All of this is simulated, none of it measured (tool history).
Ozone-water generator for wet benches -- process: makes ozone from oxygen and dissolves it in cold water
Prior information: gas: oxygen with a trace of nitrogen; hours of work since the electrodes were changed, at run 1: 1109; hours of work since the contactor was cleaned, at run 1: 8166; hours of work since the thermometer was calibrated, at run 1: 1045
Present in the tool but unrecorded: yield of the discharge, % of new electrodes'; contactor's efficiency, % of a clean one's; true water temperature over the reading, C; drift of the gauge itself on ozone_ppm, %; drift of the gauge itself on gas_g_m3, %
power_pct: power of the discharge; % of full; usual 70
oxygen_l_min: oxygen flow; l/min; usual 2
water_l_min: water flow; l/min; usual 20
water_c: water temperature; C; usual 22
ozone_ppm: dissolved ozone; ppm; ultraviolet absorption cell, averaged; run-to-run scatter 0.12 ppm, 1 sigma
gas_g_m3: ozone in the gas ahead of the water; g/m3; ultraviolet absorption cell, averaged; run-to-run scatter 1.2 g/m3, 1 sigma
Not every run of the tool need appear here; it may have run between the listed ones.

| run | hour | power_pct | oxygen_l_min | water_l_min | water_c | hours of work since the electrodes were changed | hours of work since the contactor was cleaned | hours of work since the thermometer was calibrated | ozone_ppm | gas_g_m3 |
|---|---|---|---|---|---|---|---|---|---|---|
| 1 | 0 | 70 | 2 | 20 | 22 | 1109 | 8166 | 1045 | 8.8 | 220.9 |
| 2 | 39.1 | 70 | 2 | 20 | 22 | 1141 | 8197 | 1076 | 8.6 | 224 |
| 3 | 58.6 | 70 | 2 | 20 | 22 | 1156 | 8213 | 1092 | 8.6 | 222.8 |
| 4 | 92.6 | 70 | 2 | 20 | 22 | 1183 | 8240 | 1119 | 8.6 | 223 |
| 5 | 117.4 | 70 | 2.22 | 20 | 22 | 1203 | 8260 | 1139 | 8.9 | 206.4 |
| 6 | 156.8 | 70 | 2 | 20 | 22 | 1234 | 8291 | 1170 | 8.5 | 221.7 |
| 7 | 177.4 | 70 | 2 | 20 | 22 | 1251 | 8308 | 1186 | 8.4 | 220.5 |

Run 8 has not been measured yet. What should we expect?
| 8 | 204.2 | 43 | 2.21 | 20 | 22 | 1272 | 8329 | 1208 | ? | ? |

{"run 8": {"ozone_ppm": 5.7, "gas_g_m3": 132.1}}
If the tool had no hidden condition, the same run with the same run-to-run variation would have returned ozone_ppm 6.4 ppm, gas_g_m3 132.8 g/m3.
